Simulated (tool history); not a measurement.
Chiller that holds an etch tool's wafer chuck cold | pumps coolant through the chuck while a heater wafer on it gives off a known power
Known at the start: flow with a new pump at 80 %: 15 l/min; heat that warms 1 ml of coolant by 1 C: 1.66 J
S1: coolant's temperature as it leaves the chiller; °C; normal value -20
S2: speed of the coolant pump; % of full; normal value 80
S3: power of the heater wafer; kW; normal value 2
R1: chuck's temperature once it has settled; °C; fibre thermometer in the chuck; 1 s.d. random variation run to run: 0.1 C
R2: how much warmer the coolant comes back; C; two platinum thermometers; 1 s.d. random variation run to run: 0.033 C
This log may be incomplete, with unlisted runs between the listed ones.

{"run": 1, "hour": 0.0, "S1": -20, "S2": 80, "S3": 2, "R1": -6, "R2": 5.16}
{"run": 2, "hour": 44.9, "S1": -20, "S2": 80, "S3": 2, "R1": -5.9, "R2": 5.16}
{"run": 3, "hour": 98.4, "S1": -20, "S2": 80, "S3": 2, "R1": -6, "R2": 5.15}
{"run": 4, "hour": 153.2, "S1": -17, "S2": 80, "S3": 2, "R1": -3, "R2": 5.18}
{"run": 5, "hour": 221.4, "S1": -17, "S2": 80, "S3": 2, "R1": -2.7, "R2": 5.15}
{"run": 6, "hour": 321.8, "S1": -17, "S2": 80, "S3": 2, "R1": -2.6, "R2": 5.15}
{"run": 7, "hour": 415.0, "S1": -15, "S2": 80, "S3": 2, "R1": -0.9, "R2": 5.22}
{"run": 8, "hour": 486.1, "S1": -15, "S2": 80, "S3": 2, "R1": -0.7, "R2": 5.24}
{"run": 9, "hour": 536.7, "S1": -15, "S2": 80, "S3": 2, "R1": -0.6, "R2": 5.19}
{"run": 10, "hour": 582.2, "S1": -15, "S2": 80, "S3": 2, "R1": -0.7, "R2": 5.21}
{"run": 11, "hour": 676.7, "S1": -15, "S2": 80, "S3": 2, "R1": -0.4, "R2": 5.25}
{"run": 12, "hour": 771.0, "S1": -15, "S2": 80, "S3": 1.87, "R1": -1.4, "R2": 4.94}
{"run": 13, "hour": 816.8, "S1": -15, "S2": 80, "S3": 1.87, "R1": -1.4, "R2": 4.88}
{"run": 14, "hour": 866.6, "S1": -22, "S2": 80, "S3": 2, "R1": -7.4, "R2": 5.18}
{"run": 15, "hour": 934.8, "S1": -18, "S2": 80, "S3": 2, "R1": -3.2, "R2": 5.21}
{"run": 16, "hour": 1022.1, "S1": -18, "S2": 80, "S3": 2, "R1": -3.3, "R2": 5.2}
{"run": 17, "hour": 1089.4, "S1": -18, "S2": 80, "S3": 2, "R1": -3.1, "R2": 5.28}
{"run": 18, "hour": 1173.0, "S1": -18, "S2": 80, "S3": 2, "R1": -3.1, "R2": 5.24}
{"run": 19, "hour": 1248.1, "S1": -11, "S2": 78, "S3": 1.437, "R1": 0, "R2": 3.83}
{"run": 20, "hour": 1330.2, "S1": -27, "S2": 69, "S3": 1.373, "R1": -15.8, "R2": 4.2}
{"run": 21, "hour": 1396.4, "S1": -21, "S2": 69, "S3": 2.272, "R1": -2.3, "R2": 7.08}
{"run": 22, "hour": 1462.3, "S1": -20, "S2": 80, "S3": 1.5, "R1": -8.7, "R2": 3.97}
{"run": 23, "hour": 1524.2, "S1": -20, "S2": 80, "S3": 1.5, "R1": -8.3, "R2": 4.01}
{"run": 24, "hour": 1587.8, "S1": -25, "S2": 93, "S3": 1.5, "R1": -14.6, "R2": 3.39}
{"run": 25, "hour": 1662.2, "S1": -25, "S2": 93, "S3": 1.5, "R1": -14.7, "R2": 3.34}
{"run": 26, "hour": 1753.2, "S1": -25, "S2": 93, "S3": 1.5, "R1": -14.5, "R2": 3.36}
{"run": 27, "hour": 1795.4, "S1": -15, "S2": 80, "S3": 1.267, "R1": -5.3, "R2": 3.4}
{"run": 28, "hour": 1859.7, "S1": -15, "S2": 80, "S3": 1.267, "R1": -5.1, "R2": 3.36}
{"run": 29, "hour": 1906.2, "S1": -15, "S2": 80, "S3": 1.267, "R1": -5.2, "R2": 3.44}
{"run": 30, "hour": 1948.3, "S1": -20, "S2": 80, "S3": 2.204, "R1": -2.8, "R2": 5.9}
{"run": 31, "hour": 2021.4, "S1": -26, "S2": 80, "S3": 1.332, "R1": -15.4, "R2": 3.58}
{"run": 32, "hour": 2095.4, "S1": -20, "S2": 72, "S3": 1.013, "R1": -11.4, "R2": 3.05}

A few steps of R1 between consecutive runs. Split each: what settings, incoming material and random variation would produce without the hidden state, and what is left over for the hidden state, along with gauge scatter present in only one of the two compared results (measured, and without hidden state):
Hidden state at play: heat passed by the chuck's channels, % of clean ones'; flow at a given pump speed, % of a new pump's; coolant's true temperature over the reading, C; drift of the gauge itself on chuck_c, C; drift of the gauge itself on warmer_back_c, C.
Run 19 -> 20: S1 -11 -> -27, S2 78 -> 69, S3 1.437 -> 1.373. R1 -15.8 °C: hidden state +0.1, all else -15.9.
Run 20 -> 21: S1 -27 -> -21, S3 1.373 -> 2.272. R1 +13.5 °C: hidden state +1, all else +12.5.
Run 29 -> 30: S1 -15 -> -20, S3 1.267 -> 2.204. R1 +2.4 °C: hidden state +1.1, all else +1.3.
Run 30 -> 31: S1 -20 -> -26, S3 2.204 -> 1.332. R1 -12.6 °C: hidden state -1, all else -11.6.
